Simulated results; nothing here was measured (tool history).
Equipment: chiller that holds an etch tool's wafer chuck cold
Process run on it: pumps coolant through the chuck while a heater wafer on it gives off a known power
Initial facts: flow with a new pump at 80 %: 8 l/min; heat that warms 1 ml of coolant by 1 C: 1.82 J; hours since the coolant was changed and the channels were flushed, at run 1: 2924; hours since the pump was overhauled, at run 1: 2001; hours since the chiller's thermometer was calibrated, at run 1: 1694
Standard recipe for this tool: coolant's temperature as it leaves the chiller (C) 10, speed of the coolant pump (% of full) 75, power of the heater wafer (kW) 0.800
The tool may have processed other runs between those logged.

run	hour	coolant's temperature as it leaves the chiller (C)	speed of the coolant pump (% of full)	power of the heater wafer (kW)	hours since the coolant was changed and the channels were flushed	hours since the pump was overhauled	hours since the chiller's thermometer was calibrated	chuck's temperature once it has settled (C)	how much warmer the coolant comes back (C)
1	0.0	10	75	0.800	2924	2001	1694	16.8	3.52
2	78.6	10	75	0.800	3002	2080	1772	17.0	3.47
3	144.5	10	75	0.800	3068	2146	1838	17.2	3.53
4	204.0	10	95	0.800	3128	2205	1898	15.8	2.79
5	253.2	10	95	0.800	3177	2255	1947	15.8	2.79
6	358.2	10	97	0.560	3282	2360	2052	13.9	1.88
# hour 444.7: coolant changed, channels flushed
7	444.7	10	97	0.560	0	2440	2133	13.9	1.85
8	552.0	17	65	0.685	107	2547	2240	23.7	3.37
9	664.3	9	89	0.822	220	2660	2352	15.1	3.06

Forecast run 10:
10	768.0	9	89	0.822	323	2763	2456	?	?

chuck's temperature once it has settled (C): 15.2
how much warmer the coolant comes back (C): 2.98
Take away the tool's hidden state, keep the run-to-run variation as it was, and the same run would have given chuck's temperature once it has settled (C) 15.2, how much warmer the coolant comes back (C) 3.04.

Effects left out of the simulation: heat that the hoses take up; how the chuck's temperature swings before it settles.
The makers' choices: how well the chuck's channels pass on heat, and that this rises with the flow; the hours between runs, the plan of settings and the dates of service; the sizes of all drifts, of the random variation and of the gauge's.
